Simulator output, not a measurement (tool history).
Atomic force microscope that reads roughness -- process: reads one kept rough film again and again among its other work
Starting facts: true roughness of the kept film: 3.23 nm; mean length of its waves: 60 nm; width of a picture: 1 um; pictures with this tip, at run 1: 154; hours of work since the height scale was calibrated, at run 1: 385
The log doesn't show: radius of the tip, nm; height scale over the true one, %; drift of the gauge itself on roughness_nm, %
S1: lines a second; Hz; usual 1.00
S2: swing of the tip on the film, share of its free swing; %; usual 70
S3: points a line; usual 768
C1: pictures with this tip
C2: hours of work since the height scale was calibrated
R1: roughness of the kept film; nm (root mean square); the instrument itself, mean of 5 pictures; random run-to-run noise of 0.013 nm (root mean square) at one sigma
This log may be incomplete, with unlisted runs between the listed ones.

| run | hour | S1 | S2 | S3 | C1 | C2 | R1 |
|---|---|---|---|---|---|---|---|
| 1 | 0.0 | 1.00 | 70 | 768 | 154 | 385 | 2.818 |
| 2 | 23.6 | 1.00 | 70 | 768 | 172 | 395 | 2.778 |
| 3 | 44.1 | 1.00 | 70 | 768 | 188 | 404 | 2.773 |
| 4 | 71.7 | 1.00 | 70 | 657 | 209 | 416 | 2.749 |
|  | 77.7 | new tip fitted |
| 5 | 93.8 | 1.00 | 70 | 768 | 12 | 425 | 2.997 |
| 6 | 114.2 | 1.00 | 70 | 768 | 28 | 433 | 2.986 |
| 7 | 134.1 | 1.00 | 70 | 768 | 43 | 442 | 2.935 |
| 8 | 161.9 | 1.00 | 70 | 768 | 65 | 453 | 2.909 |
| 9 | 191.4 | 1.00 | 70 | 768 | 88 | 466 | 2.899 |
| 10 | 214.2 | 1.00 | 89 | 768 | 105 | 475 | 2.767 |
| 11 | 228.6 | 2.15 | 89 | 768 | 116 | 481 | 2.538 |
| 12 | 251.5 | 2.15 | 89 | 768 | 134 | 491 | 2.501 |
| 13 | 265.6 | 2.15 | 89 | 768 | 145 | 497 | 2.484 |
| 14 | 281.0 | 1.00 | 70 | 768 | 157 | 503 | 2.815 |
| 15 | 302.5 | 1.00 | 70 | 768 | 174 | 512 | 2.773 |
| 16 | 331.9 | 1.00 | 70 | 768 | 196 | 525 | 2.739 |
| 17 | 349.4 | 1.00 | 70 | 768 | 210 | 532 | 2.737 |
|  | 352.6 | height scale calibrated on a step standard |
|  | 355.3 | new tip fitted |
| 18 | 365.9 | 1.00 | 57 | 768 | 8 | 5 | 2.997 |
| 19 | 391.9 | 1.00 | 70 | 634 | 29 | 16 | 2.951 |
| 20 | 413.4 | 1.00 | 70 | 768 | 45 | 25 | 2.926 |
| 21 | 438.8 | 1.00 | 70 | 602 | 65 | 36 | 2.888 |
| 22 | 458.0 | 2.03 | 70 | 768 | 80 | 44 | 2.806 |
| 23 | 472.2 | 2.03 | 70 | 768 | 91 | 50 | 2.777 |
|  | 474.7 | height scale calibrated on a step standard, once more |
| 24 | 502.4 | 1.00 | 70 | 768 | 113 | 12 | 2.857 |
| 25 | 525.5 | 0.96 | 70 | 768 | 131 | 21 | 2.848 |
| 26 | 551.4 | 0.96 | 70 | 768 | 151 | 32 | 2.817 |
| 27 | 567.7 | 0.96 | 70 | 768 | 164 | 39 | 2.828 |
| 28 | 579.7 | 0.68 | 73 | 579 | 173 | 44 | 2.823 |
| 29 | 595.9 | 1.00 | 62 | 768 | 186 | 51 | 2.813 |
| 30 | 614.6 | 1.00 | 66 | 757 | 200 | 59 | 2.759 |
|  | 631.3 | new tip fitted |
| 31 | 631.3 | 1.00 | 66 | 757 | 0 | 66 | 3.029 |
| 32 | 660.4 | 1.00 | 66 | 757 | 22 | 78 | 2.997 |
| 33 | 677.0 | 1.00 | 66 | 757 | 35 | 85 | 2.995 |
| 34 | 693.0 | 2.94 | 70 | 482 | 47 | 92 | 2.812 |
| 35 | 711.3 | 1.00 | 70 | 762 | 61 | 99 | 2.930 |
| 36 | 724.0 | 0.70 | 68 | 934 | 71 | 105 | 2.980 |
| 37 | 749.0 | 1.27 | 70 | 768 | 91 | 115 | 2.873 |
| 38 | 763.6 | 1.27 | 71 | 365 | 102 | 121 | 2.861 |
| 39 | 780.1 | 1.27 | 71 | 365 | 115 | 128 | 2.841 |
| 40 | 796.3 | 3.85 | 67 | 397 | 127 | 135 | 2.701 |
| 41 | 810.9 | 1.55 | 87 | 489 | 138 | 141 | 2.640 |
| 42 | 825.1 | 1.55 | 87 | 489 | 149 | 147 | 2.623 |
| 43 | 847.1 | 1.55 | 87 | 489 | 166 | 156 | 2.616 |
| 44 | 862.0 | 2.86 | 86 | 281 | 178 | 163 | 2.413 |
| 45 | 887.1 | 0.68 | 57 | 341 | 197 | 173 | 2.831 |
|  | 908.1 | new tip fitted |
| 46 | 912.3 | 1.25 | 63 | 417 | 3 | 183 | 3.017 |
| 47 | 926.8 | 1.25 | 89 | 274 | 15 | 190 | 2.822 |
| 48 | 955.6 | 1.25 | 89 | 274 | 37 | 202 | 2.796 |
| 49 | 980.4 | 2.00 | 70 | 335 | 56 | 212 | 2.852 |
| 50 | 1009.0 | 0.51 | 80 | 717 | 78 | 224 | 2.921 |
| 51 | 1033.3 | 1.24 | 70 | 944 | 97 | 234 | 2.874 |
| 52 | 1054.7 | 1.00 | 75 | 768 | 114 | 243 | 2.833 |
| 53 | 1084.0 | 1.00 | 65 | 768 | 136 | 256 | 2.845 |

Forecast each of these 4 alternatives for the next run:
| A | 1099.4 | 0.82 | 79 | 768 | 148 | 262 | ? |
| B | 1099.4 | 1.00 | 65 | 945 | 148 | 262 | ? |
| C | 1099.4 | 1.00 | 65 | 405 | 148 | 262 | ? |
| D | 1099.4 | 1.00 | 67 | 768 | 148 | 262 | ? |

| run | R1 |
|---|---|
| A | 2.804 |
| B | 2.822 |
| C | 2.831 |
| D | 2.815 |
Without the tool's unlogged condition, the same runs would have read:
| run | R1 |
|---|---|
| A | 3.018 |
| B | 3.038 |
| C | 3.047 |
| D | 3.031 |

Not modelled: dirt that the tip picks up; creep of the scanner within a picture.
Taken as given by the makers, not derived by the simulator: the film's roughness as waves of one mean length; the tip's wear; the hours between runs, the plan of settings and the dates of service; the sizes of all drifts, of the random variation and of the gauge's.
